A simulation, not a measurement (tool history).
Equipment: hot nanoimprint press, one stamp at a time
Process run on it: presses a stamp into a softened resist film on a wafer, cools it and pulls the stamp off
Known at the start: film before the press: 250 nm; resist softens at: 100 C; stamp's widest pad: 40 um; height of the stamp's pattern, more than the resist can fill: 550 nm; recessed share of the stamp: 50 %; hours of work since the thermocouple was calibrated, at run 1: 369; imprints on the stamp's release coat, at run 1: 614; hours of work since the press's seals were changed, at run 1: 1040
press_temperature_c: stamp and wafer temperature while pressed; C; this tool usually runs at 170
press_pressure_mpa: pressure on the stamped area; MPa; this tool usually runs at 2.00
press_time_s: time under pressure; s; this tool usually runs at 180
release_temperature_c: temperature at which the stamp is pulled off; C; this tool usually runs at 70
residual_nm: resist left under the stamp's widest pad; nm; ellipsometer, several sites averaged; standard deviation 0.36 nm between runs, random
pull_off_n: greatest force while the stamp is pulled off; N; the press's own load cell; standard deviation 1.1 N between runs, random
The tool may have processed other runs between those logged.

run,hour,press_temperature_c,press_pressure_mpa,press_time_s,release_temperature_c,hours of work since the thermocouple was calibrated,imprints on the stamp's release coat,hours of work since the press's seals were changed,residual_nm,pull_off_n
1,0.0,170,2.00,180,70,369,614,1040,126.6,219
2,91.6,170,2.00,180,70,429,1000,1100,125.6,225
# hour 105.4: stamp cleaned and given a new release coat
3,138.5,170,2.00,180,70,456,140,1126,125.3,207
# hour 193.0: plate thermocouple calibrated
4,234.9,170,2.00,180,70,27,534,1187,131.7,217
5,273.8,170,2.00,180,70,53,697,1213,131.6,223
# hour 354.8: stamp cleaned and given a new release coat
6,365.4,170,2.00,180,70,109,44,1269,130.4,209
# hour 410.6: press's hydraulic seals changed and the load cell set to zero
7,419.7,170,2.00,180,70,139,239,6,126.3,213
8,460.5,170,2.00,180,70,165,412,33,126.1,216
9,542.9,170,2.00,180,74,219,759,86,125.1,201
# hour 609.3: stamp cleaned and given a new release coat
10,626.4,170,1.56,180,70,270,72,137,136.6,207
11,679.5,170,1.56,180,70,304,296,172,135.7,210
12,756.0,170,2.96,180,56,354,619,222,105.3,282
13,828.2,180,2.02,180,70,402,923,269,70.7,223
# hour 856.6: stamp cleaned and given a new release coat
14,875.1,160,1.91,233,70,428,78,295,182.3,205
15,925.5,171,1.91,219,70,461,291,328,108.7,209

Predict each of these 5 candidate next runs independently; none follows another, all start after run 15:
# hour 973.5: plate thermocouple calibrated
A,977.3,163,1.91,186,71,3,496,360,?,?
# hour 973.5: plate thermocouple calibrated
B,977.3,175,1.26,267,70,3,496,360,?,?
# hour 973.5: plate thermocouple calibrated
C,977.3,180,2.00,91,69,3,496,360,?,?
# hour 973.5: plate thermocouple calibrated
D,977.3,181,1.91,104,70,3,496,360,?,?
# hour 973.5: plate thermocouple calibrated
E,977.3,176,1.21,180,62,3,496,360,?,?

run,residual_nm,pull_off_n
A,181.3,216
B,104.3,220
C,102.1,224
D,94.0,223
E,118.2,256
The same runs, with their run-to-run variation unchanged, on a tool lacking any hidden condition would have given:
run,residual_nm,pull_off_n
A,180.0,205
B,103.5,209
C,101.0,213
D,93.0,212
E,117.3,244
